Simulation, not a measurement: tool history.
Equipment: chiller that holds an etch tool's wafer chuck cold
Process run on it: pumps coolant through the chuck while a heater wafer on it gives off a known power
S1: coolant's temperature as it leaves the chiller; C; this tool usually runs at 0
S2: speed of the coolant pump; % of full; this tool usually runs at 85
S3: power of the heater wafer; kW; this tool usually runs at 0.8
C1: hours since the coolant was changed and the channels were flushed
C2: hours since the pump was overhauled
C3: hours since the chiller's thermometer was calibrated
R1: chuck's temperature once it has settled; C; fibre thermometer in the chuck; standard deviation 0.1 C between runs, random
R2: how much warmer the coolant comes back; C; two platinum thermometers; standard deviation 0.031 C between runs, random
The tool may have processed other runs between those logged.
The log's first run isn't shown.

run,day,S1,S2,S3,C1,C2,C3,R1,R2
2,1.625,0,85,0.496,5278,385,1678,3.8,1.28
3,4.612,0,86,0.8,5350,456,1749,6.2,2.1
4,7.442,0,86,0.8,5418,524,1817,6,2.09
5,9.146,0,85,0.8,5459,565,1858,6.1,2.1
6,11.979,0,85,0.8,5527,633,1926,5.9,2.14
7,15.271,0,85,0.8,5606,712,2005,6.1,2.17
8,18.208,0,85,0.8,5676,783,2076,6.1,2.14
9,21.088,0,85,0.8,5745,852,2145,6,2.17
10,23.979,0,85,0.8,5815,921,2214,6.2,2.17
11,27.358,0,85,0.8,5896,1002,2295,6,2.17
12,30.071,0,85,0.8,5961,1067,2361,6,2.16
13,32.571,0,85,0.524,6021,1127,2420,3.9,1.48
14,35.621,0,85,0.524,6094,1201,2494,4.1,1.48
15,37.821,0,85,0.524,6147,1253,2546,4.1,1.52
16,40.683,0,85,0.524,6215,1322,2615,3.8,1.51
17,43.462,8,85,0.998,6282,1389,2682,15.5,2.76
18,45.279,8,85,0.998,6326,1432,2726,15.6,2.74
19,47.454,-9,85,0.678,6378,1485,2778,-3.8,1.9

What does the tool deliver on the next run?
20,49.767,-9,85,0.678,6433,1540,2833,?,?

Run 20 came out at R1 -4 C, R2 2 C.
Had the tool carried no hidden state, the very same run would have given R1 -4.1 C, R2 1.83 C.
